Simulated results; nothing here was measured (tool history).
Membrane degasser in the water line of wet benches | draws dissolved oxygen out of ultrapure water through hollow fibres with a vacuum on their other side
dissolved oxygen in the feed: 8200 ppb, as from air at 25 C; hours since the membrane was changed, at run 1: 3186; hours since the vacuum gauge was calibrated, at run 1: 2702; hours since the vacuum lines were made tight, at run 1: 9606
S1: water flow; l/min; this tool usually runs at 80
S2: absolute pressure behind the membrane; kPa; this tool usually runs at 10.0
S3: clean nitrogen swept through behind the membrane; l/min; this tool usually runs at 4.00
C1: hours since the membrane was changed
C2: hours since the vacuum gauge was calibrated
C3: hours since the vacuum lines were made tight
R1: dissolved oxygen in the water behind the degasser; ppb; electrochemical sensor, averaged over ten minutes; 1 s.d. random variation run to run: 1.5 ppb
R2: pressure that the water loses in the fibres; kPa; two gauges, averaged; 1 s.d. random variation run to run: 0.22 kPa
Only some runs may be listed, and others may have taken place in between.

Run 1, hour 0.0: usual settings; C1 3186; C2 2702; C3 9606. Result: R1 306.3 ppb, R2 54.81 kPa.
Run 2, hour 114.0: usual settings; C1 3300; C2 2816; C3 9720. Result: R1 307.4 ppb, R2 54.76 kPa.
Run 3, hour 238.6: usual settings; C1 3425; C2 2940; C3 9845. Result: R1 309.2 ppb, R2 54.34 kPa.
Run 4, hour 360.8: usual settings but S3 6.47 l/min; C1 3547; C2 3062; C3 9967. Result: R1 201.8 ppb, R2 54.45 kPa.
Run 5, hour 443.5: usual settings but S3 4.59 l/min; C1 3629; C2 3145; C3 10050. Result: R1 274.4 ppb, R2 54.43 kPa.
Run 6, hour 533.8: usual settings but S3 4.59 l/min; C1 3720; C2 3235; C3 10140. Result: R1 275.8 ppb, R2 54.05 kPa.
Run 7, hour 672.7: usual settings but S2 8.0 kPa; C1 3859; C2 3374; C3 10279. Result: R1 225.8 ppb, R2 54.61 kPa.
Run 8, hour 762.8: usual settings; C1 3949; C2 3464; C3 10369. Result: R1 310.2 ppb, R2 54.70 kPa.
Run 9, hour 830.7: usual settings but S3 3.81 l/min; C1 4017; C2 3532; C3 10437. Result: R1 326.2 ppb, R2 54.72 kPa.
Run 10, hour 964.7: usual settings but S3 3.81 l/min; C1 4151; C2 3666; C3 10571. Result: R1 326.4 ppb, R2 54.75 kPa.
At hour 979.3: vacuum gauge calibrated.
Run 11, hour 1055.6: usual settings but S3 3.81 l/min; C1 4241; C2 76; C3 10661. Result: R1 328.7 ppb, R2 54.55 kPa.
Run 12, hour 1156.9: usual settings but S3 1.96 l/min; C1 4342; C2 178; C3 10763. Result: R1 560.8 ppb, R2 54.95 kPa.
At hour 1275.1: vacuum gauge calibrated, once more.
Run 13, hour 1278.2: usual settings but S3 1.96 l/min; C1 4463; C2 3; C3 10883. Result: R1 529.1 ppb, R2 54.82 kPa.
Run 14, hour 1388.9: usual settings but S3 8.70 l/min; C1 4574; C2 114; C3 10994. Result: R1 150.5 ppb, R2 55.35 kPa.
Run 15, hour 1477.7: usual settings but S3 8.70 l/min; C1 4663; C2 203; C3 11083. Result: R1 150.7 ppb, R2 54.83 kPa.
Run 16, hour 1544.4: usual settings but S1 58 l/min; C1 4729; C2 269; C3 11150. Result: R1 223.7 ppb, R2 39.91 kPa.
Run 17, hour 1658.2: usual settings but S1 51 l/min; C1 4843; C2 383; C3 11263. Result: R1 198.2 ppb, R2 35.00 kPa.
Run 18, hour 1788.3: usual settings but S1 75 l/min, S2 9.8 kPa, S3 2.82 l/min; C1 4973; C2 513; C3 11394. Result: R1 367.6 ppb, R2 51.42 kPa.
Run 19, hour 1946.3: usual settings but S3 4.77 l/min; C1 5131; C2 671; C3 11551. Result: R1 259.5 ppb, R2 54.85 kPa.
Run 20, hour 2014.1: usual settings but S3 4.77 l/min; C1 5199; C2 739; C3 11619. Result: R1 258.2 ppb, R2 55.29 kPa.
At hour 2053.3: seals of the vacuum lines changed.
Run 21, hour 2151.8: usual settings but S3 4.77 l/min; C1 5335; C2 875; C3 98. Result: R1 257.3 ppb, R2 55.53 kPa.
Run 22, hour 2284.9: usual settings but S1 52 l/min, S2 13.8 kPa, S3 9.49 l/min; C1 5468; C2 1008; C3 232. Result: R1 140.9 ppb, R2 35.67 kPa.
Run 23, hour 2401.7: usual settings but S1 62 l/min, S2 13.8 kPa, S3 9.49 l/min; C1 5585; C2 1125; C3 348. Result: R1 165.2 ppb, R2 43.07 kPa.
Run 24, hour 2529.9: usual settings but S2 9.8 kPa; C1 5713; C2 1253; C3 477. Result: R1 294.2 ppb, R2 55.56 kPa.
Run 25, hour 2647.3: usual settings but S2 9.8 kPa; C1 5830; C2 1370; C3 594. Result: R1 295.7 ppb, R2 54.99 kPa.
Run 26, hour 2719.3: usual settings but S1 90 l/min, S2 24.5 kPa; C1 5902; C2 1442; C3 666. Result: R1 957.5 ppb, R2 61.88 kPa.
Run 27, hour 2792.2: usual settings but S1 76 l/min, S2 12.6 kPa, S3 3.59 l/min; C1 5975; C2 1515; C3 739. Result: R1 427.4 ppb, R2 52.81 kPa.
Run 28, hour 2915.3: usual settings but S1 125 l/min, S2 17.2 kPa, S3 6.66 l/min; C1 6098; C2 1638; C3 862. Result: R1 581.0 ppb, R2 86.41 kPa.
Run 29, hour 3067.9: usual settings but S1 111 l/min, S2 17.2 kPa, S3 5.60 l/min; C1 6251; C2 1791; C3 1015. Result: R1 600.4 ppb, R2 77.17 kPa.
Run 30, hour 3198.3: usual settings but S1 111 l/min, S2 17.2 kPa, S3 7.03 l/min; C1 6381; C2 1921; C3 1145. Result: R1 491.9 ppb, R2 76.86 kPa.
Run 31, hour 3292.8: usual settings but S1 72 l/min, S2 6.5 kPa, S3 3.94 l/min; C1 6476; C2 2016; C3 1240. Result: R1 141.3 ppb, R2 49.53 kPa.
Run 32, hour 3425.7: usual settings but S1 66 l/min, S3 10.96 l/min; C1 6609; C2 2149; C3 1372. Result: R1 102.7 ppb, R2 45.94 kPa.

Predict each of these 4 candidate next runs independently; none follows another, all start after run 32:
Run A, hour 3568.6: usual settings but S1 68 l/min, S2 11.8 kPa, S3 2.42 l/min; C1 6752; C2 2292; C3 1515. Result: R1 ?, R2 ?.
Run B, hour 3568.6: usual settings but S3 8.15 l/min; C1 6752; C2 2292; C3 1515. Result: R1 ?, R2 ?.
Run C, hour 3568.6: usual settings but S1 65 l/min, S3 6.21 l/min; C1 6752; C2 2292; C3 1515. Result: R1 ?, R2 ?.
Run D, hour 3568.6: usual settings but S1 128 l/min, S2 9.5 kPa; C1 6752; C2 2292; C3 1515. Result: R1 ?, R2 ?.

run     R1     R2
  A  500.0  47.40
  B  162.0  56.00
  C  171.4  45.19
  D  430.8  88.96
Had the tool no hidden state, the same runs would have come out as:
run     R1     R2
  A  490.1  45.65
  B  157.1  53.93
  C  166.8  43.52
  D  416.5  85.68

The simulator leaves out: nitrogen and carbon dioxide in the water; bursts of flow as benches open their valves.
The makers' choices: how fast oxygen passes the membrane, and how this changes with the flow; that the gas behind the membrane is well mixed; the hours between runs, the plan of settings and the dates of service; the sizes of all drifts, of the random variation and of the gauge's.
